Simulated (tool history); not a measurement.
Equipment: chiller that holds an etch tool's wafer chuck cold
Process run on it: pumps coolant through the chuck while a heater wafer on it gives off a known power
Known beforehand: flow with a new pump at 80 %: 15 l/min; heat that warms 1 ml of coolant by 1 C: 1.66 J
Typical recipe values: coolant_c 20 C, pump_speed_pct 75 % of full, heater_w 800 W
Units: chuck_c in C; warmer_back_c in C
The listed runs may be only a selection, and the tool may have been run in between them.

Run 1, day 0.000: usual settings. Result: chuck_c 30.7 C, warmer_back_c 2.31 C.
Run 2, day 3.171: usual settings. Result: chuck_c 30.7 C, warmer_back_c 2.28 C.
Run 3, day 6.575: usual settings but pump_speed_pct 92 % of full. Result: chuck_c 29.6 C, warmer_back_c 1.81 C.
Run 4, day 13.467: usual settings but pump_speed_pct 92 % of full. Result: chuck_c 29.8 C, warmer_back_c 1.76 C.
Run 5, day 17.796: usual settings but heater_w 533 W. Result: chuck_c 27.4 C, warmer_back_c 1.48 C.
Run 6, day 21.321: usual settings but heater_w 841 W. Result: chuck_c 31.6 C, warmer_back_c 2.44 C.
Run 7, day 25.562: usual settings but pump_speed_pct 67 % of full. Result: chuck_c 32.1 C, warmer_back_c 2.60 C.
Run 8, day 29.733: usual settings but pump_speed_pct 93 % of full. Result: chuck_c 30.0 C, warmer_back_c 1.82 C.
Run 9, day 37.204: usual settings but pump_speed_pct 93 % of full. Result: chuck_c 29.9 C, warmer_back_c 1.81 C.
Run 10, day 41.217: usual settings but pump_speed_pct 93 % of full. Result: chuck_c 30.1 C, warmer_back_c 1.79 C.
Run 11, day 45.612: usual settings but coolant_c 13 C, pump_speed_pct 93 % of full. Result: chuck_c 23.3 C, warmer_back_c 1.78 C.
Run 12, day 50.054: usual settings but coolant_c 13 C, pump_speed_pct 93 % of full. Result: chuck_c 23.4 C, warmer_back_c 1.81 C.
Run 13, day 57.746: usual settings but coolant_c 13 C, pump_speed_pct 93 % of full. Result: chuck_c 23.4 C, warmer_back_c 1.85 C.
Run 14, day 62.600: usual settings. Result: chuck_c 32.4 C, warmer_back_c 2.27 C.
Run 15, day 68.075: usual settings but pump_speed_pct 76 % of full. Result: chuck_c 32.4 C, warmer_back_c 2.32 C.
Run 16, day 72.529: usual settings but pump_speed_pct 76 % of full. Result: chuck_c 32.3 C, warmer_back_c 2.22 C.
Run 17, day 80.096: usual settings but pump_speed_pct 76 % of full. Result: chuck_c 32.6 C, warmer_back_c 2.35 C.
Run 18, day 85.983: usual settings but pump_speed_pct 76 % of full, heater_w 403 W. Result: chuck_c 26.6 C, warmer_back_c 1.14 C.
Run 19, day 90.438: usual settings but pump_speed_pct 76 % of full, heater_w 403 W. Result: chuck_c 26.7 C, warmer_back_c 1.16 C.
Run 20, day 94.004: usual settings but pump_speed_pct 76 % of full, heater_w 844 W. Result: chuck_c 33.4 C, warmer_back_c 2.44 C.
Run 21, day 100.850: usual settings but coolant_c 25 C, pump_speed_pct 91 % of full, heater_w 1156 W. Result: chuck_c 41.6 C, warmer_back_c 2.74 C.
Run 22, day 104.325: usual settings but coolant_c 11 C, pump_speed_pct 86 % of full. Result: chuck_c 23.0 C, warmer_back_c 2.05 C.
Run 23, day 108.400: usual settings but coolant_c 11 C, pump_speed_pct 86 % of full. Result: chuck_c 23.2 C, warmer_back_c 2.06 C.
At day 111.321: coolant changed, channels flushed.
Run 24, day 115.071: usual settings but coolant_c 11 C, pump_speed_pct 86 % of full. Result: chuck_c 21.7 C, warmer_back_c 2.01 C.
Run 25, day 122.225: usual settings but coolant_c 10 C, pump_speed_pct 84 % of full, heater_w 757 W. Result: chuck_c 20.3 C, warmer_back_c 1.99 C.
Run 26, day 128.883: usual settings but coolant_c 17 C, pump_speed_pct 77 % of full, heater_w 757 W. Result: chuck_c 27.7 C, warmer_back_c 2.23 C.
Run 27, day 135.379: usual settings but coolant_c 17 C, pump_speed_pct 77 % of full, heater_w 757 W. Result: chuck_c 28.0 C, warmer_back_c 2.20 C.
Run 28, day 141.371: usual settings but coolant_c 17 C, pump_speed_pct 77 % of full, heater_w 757 W. Result: chuck_c 28.2 C, warmer_back_c 2.23 C.
At day 142.767: coolant pump overhauled.
Run 29, day 146.996: usual settings but pump_speed_pct 62 % of full, heater_w 761 W. Result: chuck_c 31.8 C, warmer_back_c 2.40 C.
Run 30, day 153.521: usual settings but pump_speed_pct 80 % of full, heater_w 748 W. Result: chuck_c 30.2 C, warmer_back_c 1.82 C.
Run 31, day 159.604: usual settings but pump_speed_pct 85 % of full, heater_w 748 W. Result: chuck_c 29.9 C, warmer_back_c 1.74 C.
Run 32, day 166.258: usual settings but coolant_c 22 C, pump_speed_pct 63 % of full, heater_w 891 W. Result: chuck_c 35.9 C, warmer_back_c 2.83 C.

The logged runs with the hidden state left out (each run's random variation unchanged):
Hidden conditions of the tool in this case: heat passed by the chuck's channels, % of clean ones'; flow at a given pump speed, % of a new pump's; coolant's true temperature over the reading, C; drift of the gauge itself on chuck_c, C; drift of the gauge itself on warmer_back_c, C.
run  chuck_c  warmer_back_c
  1     29.7           2.13
  2     29.6           2.09
  3     28.6           1.66
  4     28.6           1.60
  5     26.4           1.35
  6     30.0           2.23
  7     30.5           2.36
  8     28.5           1.65
  9     28.3           1.64
 10     28.4           1.61
 11     21.5           1.59
 12     21.5           1.63
 13     21.4           1.66
 14     30.0           2.02
 15     29.9           2.06
 16     29.7           1.97
 17     29.8           2.08
 18     24.9           1.00
 19     24.9           1.02
 20     30.2           2.14
 21     37.5           2.40
 22     19.9           1.79
 23     19.9           1.80
 24     20.1           1.75
 25     18.6           1.72
 26     25.8           1.93
 27     26.0           1.88
 28     26.1           1.91
 29     30.5           2.40
 30     28.8           1.82
 31     28.4           1.73
 32     34.1           2.81
